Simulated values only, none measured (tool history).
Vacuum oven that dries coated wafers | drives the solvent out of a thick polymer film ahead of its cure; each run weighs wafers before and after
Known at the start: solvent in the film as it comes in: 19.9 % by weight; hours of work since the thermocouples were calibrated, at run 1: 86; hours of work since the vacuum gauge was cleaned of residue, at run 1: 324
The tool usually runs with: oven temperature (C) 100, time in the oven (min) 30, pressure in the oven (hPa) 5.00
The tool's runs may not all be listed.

run,hour,oven temperature (C),time in the oven (min),pressure in the oven (hPa),hours of work since the thermocouples were calibrated,hours of work since the vacuum gauge was cleaned of residue,solvent left in the film (%)
1,0.0,100,30,5.00,86,324,1.53
2,51.4,100,30,5.00,125,363,1.55
3,99.8,100,30,5.00,162,400,1.53
4,137.2,100,30,5.00,191,429,1.58
5,167.0,100,30,5.00,214,452,1.57
6,193.9,104,30,5.00,234,472,1.10
7,235.5,104,30,5.00,266,504,1.08
8,271.4,104,30,9.47,294,532,1.48
9,296.6,90,30,5.00,313,551,3.78
10,334.8,97,30,5.00,342,580,2.23
11,378.3,107,30,5.00,376,614,0.89
12,407.7,100,30,5.00,398,636,1.76
13,434.7,100,30,5.00,419,657,1.67
14,467.3,100,30,5.00,444,682,1.75
15,494.8,100,30,5.00,465,703,1.79
16,530.2,100,30,2.64,492,730,1.72
17,579.4,100,30,2.64,530,768,1.65
18,620.7,100,36,5.00,561,799,1.40
19,670.4,111,30,5.00,600,837,0.71
20,691.6,100,30,2.83,616,854,1.65
# hour 696.5: vacuum gauge cleaned of residue and calibrated
# hour 703.7: oven's thermocouples calibrated
21,727.2,100,30,2.83,18,22,1.65
22,768.6,100,30,2.83,50,54,1.68
23,793.6,96,30,2.83,69,73,2.32
24,838.1,96,30,2.83,103,107,2.39
# hour 874.5: vacuum gauge cleaned of residue and calibrated, once more
25,883.7,106,30,2.97,137,7,0.73
26,907.3,110,32,8.46,155,25,0.63
27,946.9,102,32,6.13,185,56,1.18
28,972.8,104,21,5.00,205,75,2.14
29,997.8,104,21,5.00,224,95,2.21
30,1026.8,104,21,5.00,247,117,2.22
31,1076.7,102,30,5.00,285,155,1.49
32,1100.5,114,32,18.97,303,173,1.09
33,1146.7,114,32,18.97,338,209,1.05
34,1167.5,112,20,7.86,354,225,1.33
35,1192.8,112,33,7.82,374,244,0.59
36,1216.3,112,33,7.82,392,262,0.55
37,1244.7,112,33,7.82,414,284,0.65
38,1267.5,101,36,4.25,431,301,1.02
39,1292.8,99,18,5.00,450,321,4.30
40,1322.3,110,21,5.53,473,343,1.52
41,1371.9,110,21,5.53,511,381,1.50
42,1402.4,92,30,9.36,534,405,3.80
43,1449.2,92,29,4.17,570,441,3.57
44,1475.0,92,29,4.17,590,460,3.48
# hour 1521.8: oven's thermocouples calibrated
45,1525.8,110,30,5.93,3,498,0.60
46,1560.3,100,49,7.70,30,524,0.94

The logged runs with the hidden state left out (each run's random variation unchanged):
The tool's hidden condition here consists of: true wafer temperature over the reading, C; true pressure over the reading, kPa; drift of the gauge itself on solvent_pct, %.
run,solvent left in the film (%)
1,1.50
2,1.50
3,1.45
4,1.49
5,1.47
6,1.00
7,0.97
8,1.35
9,3.57
10,2.04
11,0.74
12,1.56
13,1.46
14,1.53
15,1.55
16,1.47
17,1.38
18,1.13
19,0.53
20,1.33
21,1.39
22,1.40
23,2.00
24,2.04
25,0.72
26,0.62
27,1.15
28,2.08
29,2.13
30,2.14
31,1.40
32,1.03
33,0.99
34,1.23
35,0.52
36,0.48
37,0.58
38,0.88
39,4.04
40,1.36
41,1.32
42,3.46
43,3.20
44,3.10
45,0.52
46,0.82
